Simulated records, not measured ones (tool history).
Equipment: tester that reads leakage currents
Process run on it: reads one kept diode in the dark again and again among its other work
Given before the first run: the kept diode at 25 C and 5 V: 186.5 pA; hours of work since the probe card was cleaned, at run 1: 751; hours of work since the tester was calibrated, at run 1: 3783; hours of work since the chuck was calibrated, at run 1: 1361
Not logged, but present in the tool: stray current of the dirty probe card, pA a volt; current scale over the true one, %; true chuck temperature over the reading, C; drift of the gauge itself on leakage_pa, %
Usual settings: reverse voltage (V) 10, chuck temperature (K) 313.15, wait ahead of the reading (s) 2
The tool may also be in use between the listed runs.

run	hour	reverse voltage (V)	chuck temperature (K)	wait ahead of the reading (s)	hours of work since the probe card was cleaned	hours of work since the tester was calibrated	hours of work since the chuck was calibrated	current that the tester gives (pA)
1	0	10	313.15	2	751	3783	1361	708.11
2	149	10	313.15	0.36	861	3893	1471	711.95
# hour 159.4: chuck's temperature calibrated
3	304.8	10	313.15	2	974	4006	107	705.4
4	437.1	10	313.15	2	1072	4103	205	704.41
5	518.8	1.6	313.15	2	1132	4163	265	384.9
6	680.1	17.9	313.15	2	1251	4282	384	858.35
7	755.3	10	313.15	2	1306	4338	439	701.11
# hour 792.7: probe card cleaned and baked
8	920.9	10	313.15	2	94	4457	559	706.46
9	1012.3	10	313.15	2	162	4525	626	708.93
10	1144.1	5.7	313.15	2	259	4622	723	588.41
11	1258.9	1.1	313.15	0.91	343	4706	808	339.67
12	1397.8	1.1	313.15	0.91	446	4809	910	342.69
13	1480.5	8.4	301.15	2	507	4870	971	278.9
14	1587	8.4	299.15	0.41	585	4948	1049	243.71
15	1690.9	3	325.15	0.7	662	5025	1126	1062.67
16	1836.9	3	320.15	4.8	769	5132	1233	761.73

Run 17 has not been measured yet. What should we expect?
17	1954.7	3	320.15	9.41	856	5219	1320	?

current that the tester gives (pA): 763.1
With the hidden condition absent and the run-to-run variation left alone, this run would have shown current that the tester gives (pA) 764.33.
